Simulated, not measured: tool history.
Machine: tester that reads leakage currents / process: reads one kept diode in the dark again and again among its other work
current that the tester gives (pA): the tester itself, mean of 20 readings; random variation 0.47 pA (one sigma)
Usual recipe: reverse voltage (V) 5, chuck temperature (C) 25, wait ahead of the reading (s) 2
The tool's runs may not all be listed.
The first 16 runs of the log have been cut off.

| run | day | reverse voltage (V) | chuck temperature (C) | wait ahead of the reading (s) | current that the tester gives (pA) |
|---|---|---|---|---|---|
| 17 | 35.221 | 5 | 25 | 2 | 149.47 |
|  | 37.25 | probe card cleaned and baked, once more |
| 18 | 38.121 | 5 | 27 | 2 | 170.62 |
| 19 | 40.529 | 5 | 27 | 2 | 170.11 |
|  | 42.338 | chuck's temperature calibrated |
| 20 | 43.183 | 5 | 27 | 2 | 184.9 |
| 21 | 45.85 | 5 | 27 | 2 | 182.73 |
| 22 | 47.921 | 1.61 | 22 | 4.27 | 80 |
| 23 | 50.596 | 11.21 | 25 | 2.41 | 207.65 |
| 24 | 51.892 | 11.21 | 25 | 2.41 | 206.92 |
| 25 | 53.571 | 11.21 | 25 | 2.41 | 207.04 |
| 26 | 56.142 | 5.47 | 42 | 0.47 | 604.76 |
| 27 | 58.117 | 2.2 | 30 | 2 | 171.15 |
| 28 | 59.908 | 13.23 | 58 | 2 | 2568.88 |
| 29 | 61.171 | 1.26 | 25 | 2 | 93.02 |
| 30 | 63.625 | 5 | 35 | 2 | 338.87 |
| 31 | 65.908 | 14.76 | 52 | 1.13 | 1744.58 |
| 32 | 67.183 | 1.15 | 22 | 0.69 | 69.47 |
| 33 | 69.817 | 12.64 | 45 | 0.69 | 1000.88 |
| 34 | 71.996 | 12.64 | 45 | 2.34 | 1002.46 |
| 35 | 73.812 | 11.22 | 26 | 0.9 | 220.24 |
| 36 | 75.217 | 6.79 | 41 | 6.16 | 591.77 |
| 37 | 77.142 | 5 | 22 | 2 | 117.25 |
| 38 | 80.154 | 5 | 22 | 2 | 116.45 |
| 39 | 82.521 | 5 | 22 | 2 | 115.84 |

Here are 3 independent what-if runs from the current tool condition. What would each one return?
| A | 84.421 | 2.67 | 44 | 0.49 | ? |
| B | 84.421 | 5 | 56 | 2 | ? |
| C | 84.421 | 1.25 | 25 | 2 | ? |

| run | current that the tester gives (pA) |
|---|---|
| A | 522.28 |
| B | 1535.9 |
| C | 89.54 |
Had the tool no hidden state, the same runs would have come out as:
| run | current that the tester gives (pA) |
|---|---|
| A | 550.17 |
| B | 1612.22 |
| C | 94.86 |
